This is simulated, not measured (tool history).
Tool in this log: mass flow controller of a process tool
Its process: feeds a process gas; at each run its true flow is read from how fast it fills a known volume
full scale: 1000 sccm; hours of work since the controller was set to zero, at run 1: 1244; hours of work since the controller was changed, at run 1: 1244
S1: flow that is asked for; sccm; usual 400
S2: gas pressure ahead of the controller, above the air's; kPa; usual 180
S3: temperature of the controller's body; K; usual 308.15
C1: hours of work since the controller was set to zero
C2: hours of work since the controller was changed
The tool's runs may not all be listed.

run 1 hour=0.0 | S1=400 S2=180 S3=308.15 | C1=1244 C2=1244 | true_flow_(%)=97.97
run 2 hour=173.8 | S1=400 S2=180 S3=297.15 | C1=1333 C2=1333 | true_flow_(%)=98.75
run 3 hour=337.7 | S1=338 S2=180 S3=308.15 | C1=1417 C2=1417 | true_flow_(%)=97.67
run 4 hour=531.2 | S1=338 S2=180 S3=308.15 | C1=1517 C2=1517 | true_flow_(%)=97.77
run 5 hour=746.9 | S1=400 S2=180 S3=308.15 | C1=1628 C2=1628 | true_flow_(%)=97.77
run 6 hour=859.0 | S1=400 S2=156 S3=308.15 | C1=1685 C2=1685 | true_flow_(%)=98.00
run 7 hour=1003.5 | S1=400 S2=156 S3=308.15 | C1=1759 C2=1759 | true_flow_(%)=97.93
run 8 hour=1172.9 | S1=400 S2=156 S3=308.15 | C1=1847 C2=1847 | true_flow_(%)=97.83
run 9 hour=1332.2 | S1=302 S2=180 S3=308.15 | C1=1928 C2=1928 | true_flow_(%)=97.16
run 10 hour=1579.1 | S1=302 S2=180 S3=308.15 | C1=2055 C2=2055 | true_flow_(%)=97.17
run 11 hour=1696.6 | S1=400 S2=180 S3=302.15 | C1=2116 C2=2116 | true_flow_(%)=98.01
run 12 hour=1889.7 | S1=400 S2=265 S3=308.15 | C1=2215 C2=2215 | true_flow_(%)=97.02
run 13 hour=2132.6 | S1=400 S2=180 S3=302.15 | C1=2340 C2=2340 | true_flow_(%)=98.06
run 14 hour=2300.7 | S1=400 S2=180 S3=302.15 | C1=2426 C2=2426 | true_flow_(%)=98.04
run 15 hour=2556.8 | S1=400 S2=180 S3=302.15 | C1=2558 C2=2558 | true_flow_(%)=97.87
run 16 hour=2768.2 | S1=400 S2=180 S3=302.15 | C1=2667 C2=2667 | true_flow_(%)=97.88
run 17 hour=3009.0 | S1=163 S2=180 S3=302.15 | C1=2791 C2=2791 | true_flow_(%)=95.25
run 18 hour=3203.4 | S1=163 S2=180 S3=302.15 | C1=2891 C2=2891 | true_flow_(%)=95.17
run 19 hour=3366.0 | S1=400 S2=275 S3=308.15 | C1=2974 C2=2974 | true_flow_(%)=96.77
run 20 hour=3547.7 | S1=400 S2=275 S3=308.15 | C1=3068 C2=3068 | true_flow_(%)=96.64
run 21 hour=3657.0 | S1=400 S2=275 S3=308.15 | C1=3124 C2=3124 | true_flow_(%)=96.58
run 22 hour=3906.0 | S1=400 S2=275 S3=308.15 | C1=3252 C2=3252 | true_flow_(%)=96.65
run 23 hour=4040.2 | S1=400 S2=180 S3=308.15 | C1=3321 C2=3321 | true_flow_(%)=97.09
run 24 hour=4174.5 | S1=313 S2=180 S3=308.15 | C1=3390 C2=3390 | true_flow_(%)=96.43
run 25 hour=4361.5 | S1=313 S2=180 S3=308.15 | C1=3486 C2=3486 | true_flow_(%)=96.31
run 26 hour=4498.8 | S1=313 S2=180 S3=308.15 | C1=3557 C2=3557 | true_flow_(%)=96.43
run 27 hour=4619.8 | S1=647 S2=179 S3=306.15 | C1=3619 C2=3619 | true_flow_(%)=98.14
run 28 hour=4859.3 | S1=647 S2=179 S3=306.15 | C1=3742 C2=3742 | true_flow_(%)=98.15
run 29 hour=5052.3 | S1=647 S2=260 S3=298.15 | C1=3841 C2=3841 | true_flow_(%)=98.29
run 30 hour=5224.0 | S1=647 S2=260 S3=298.15 | C1=3929 C2=3929 | true_flow_(%)=98.18
run 31 hour=5462.6 | S1=544 S2=211 S3=294.15 | C1=4052 C2=4052 | true_flow_(%)=98.55
-- hour=5486.8 controller's zero set anew
run 32 hour=5713.0 | S1=544 S2=211 S3=294.15 | C1=116 C2=4181 | true_flow_(%)=98.02
run 33 hour=5955.6 | S1=944 S2=162 S3=305.15 | C1=241 C2=4305 | true_flow_(%)=98.82
run 34 hour=6163.2 | S1=944 S2=162 S3=305.15 | C1=348 C2=4412 | true_flow_(%)=98.81
run 35 hour=6378.9 | S1=305 S2=180 S3=294.15 | C1=459 C2=4523 | true_flow_(%)=96.07
run 36 hour=6591.2 | S1=400 S2=180 S3=309.15 | C1=568 C2=4632 | true_flow_(%)=95.91
-- hour=6673.2 controller's zero set anew, once more
run 37 hour=6729.9 | S1=400 S2=180 S3=309.15 | C1=29 C2=4703 | true_flow_(%)=98.88
run 38 hour=6925.5 | S1=400 S2=186 S3=303.15 | C1=130 C2=4804 | true_flow_(%)=99.26
run 39 hour=7176.5 | S1=325 S2=168 S3=305.15 | C1=259 C2=4933 | true_flow_(%)=98.96
run 40 hour=7401.2 | S1=400 S2=169 S3=308.15 | C1=374 C2=5048 | true_flow_(%)=98.88
run 41 hour=7659.5 | S1=400 S2=246 S3=300.15 | C1=507 C2=5181 | true_flow_(%)=98.98
run 42 hour=7804.4 | S1=449 S2=180 S3=308.15 | C1=582 C2=5256 | true_flow_(%)=98.86
run 43 hour=8034.4 | S1=449 S2=180 S3=308.15 | C1=700 C2=5374 | true_flow_(%)=98.74
run 44 hour=8239.5 | S1=449 S2=180 S3=308.15 | C1=805 C2=5479 | true_flow_(%)=98.84
run 45 hour=8363.2 | S1=400 S2=214 S3=299.15 | C1=869 C2=5543 | true_flow_(%)=99.08
run 46 hour=8543.9 | S1=400 S2=252 S3=297.15 | C1=962 C2=5636 | true_flow_(%)=99.02
run 47 hour=8764.5 | S1=400 S2=239 S3=297.15 | C1=1075 C2=5749 | true_flow_(%)=99.15
run 48 hour=8939.2 | S1=207 S2=230 S3=297.15 | C1=1165 C2=5839 | true_flow_(%)=98.18

4 options for the next run, each taken on its own from the tool as it stands now. Forecast them:
run A hour=9191.9 | S1=400 S2=182 S3=301.15 | C1=1295 C2=5969 | true_flow_(%)=?
run B hour=9191.9 | S1=207 S2=230 S3=307.15 | C1=1295 C2=5969 | true_flow_(%)=?
run C hour=9191.9 | S1=207 S2=230 S3=310.15 | C1=1295 C2=5969 | true_flow_(%)=?
run D hour=9191.9 | S1=219 S2=191 S3=308.15 | C1=1295 C2=5969 | true_flow_(%)=?

run=A true_flow_(%)=99.07
run=B true_flow_(%)=97.29
run=C true_flow_(%)=97.10
run=D true_flow_(%)=97.51
Without the tool's unlogged condition, the same runs would have read:
run=A true_flow_(%)=99.16
run=B true_flow_(%)=98.09
run=C true_flow_(%)=97.91
run=D true_flow_(%)=98.24
